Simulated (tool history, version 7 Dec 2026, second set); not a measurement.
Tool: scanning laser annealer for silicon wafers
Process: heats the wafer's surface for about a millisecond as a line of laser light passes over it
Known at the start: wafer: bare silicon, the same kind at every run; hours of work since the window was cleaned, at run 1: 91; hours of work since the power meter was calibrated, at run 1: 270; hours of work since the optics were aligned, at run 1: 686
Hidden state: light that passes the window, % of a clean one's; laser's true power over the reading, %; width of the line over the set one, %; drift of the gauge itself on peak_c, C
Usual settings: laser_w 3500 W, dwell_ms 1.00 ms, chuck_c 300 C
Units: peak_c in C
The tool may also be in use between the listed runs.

run	hour	laser_w	dwell_ms	chuck_c	hours of work since the window was cleaned	hours of work since the power meter was calibrated	hours of work since the optics were aligned	peak_c
1	0.0	3500	1.00	300	91	270	686	1101
2	11.6	3500	1.00	300	100	279	695	1099
3	22.3	3500	0.78	300	107	286	702	997
4	32.9	3500	0.78	300	115	294	710	996
5	41.1	3500	0.78	300	121	300	715	995
6	47.4	3500	1.00	282	125	304	720	1080
7	62.3	3500	1.00	300	136	315	731	1096
8	77.3	3500	1.00	300	146	325	741	1094
9	91.3	3500	1.00	300	156	335	751	1089
10	102.7	3500	1.00	300	164	343	759	1095
11	115.9	3500	1.00	300	174	353	769	1089
12	124.9	3500	1.00	300	180	359	775	1089
13	132.7	3629	1.00	300	186	365	781	1118
14	139.1	3728	1.00	300	190	369	785	1142
15	151.1	3728	1.00	300	199	378	794	1143
16	165.8	3500	1.00	300	209	388	804	1086
17	180.9	3500	1.00	300	220	399	815	1086
18	196.0	3500	1.00	300	231	410	826	1085
19	209.9	3500	1.00	300	241	420	836	1084
20	221.2	3030	1.00	300	249	428	844	975
21	236.1	3030	1.00	300	259	438	854	972
22	243.7	3289	1.16	340	265	444	860	1132
23	258.0	3500	1.15	300	275	454	870	1140
24	265.4	3356	1.15	323	280	459	875	1131
25	272.1	3356	1.15	323	285	464	880	1127
26	278.7	3356	1.15	323	290	469	885	1127
27	293.6	3500	1.00	328	300	479	895	1105

Run 28 comes next. What will it give?
28	304.0	3500	0.93	269	308	487	903	?

Run 28 gave peak_c 1018 C.
Without the tool's hidden state the same run would have given peak_c 1057 C.
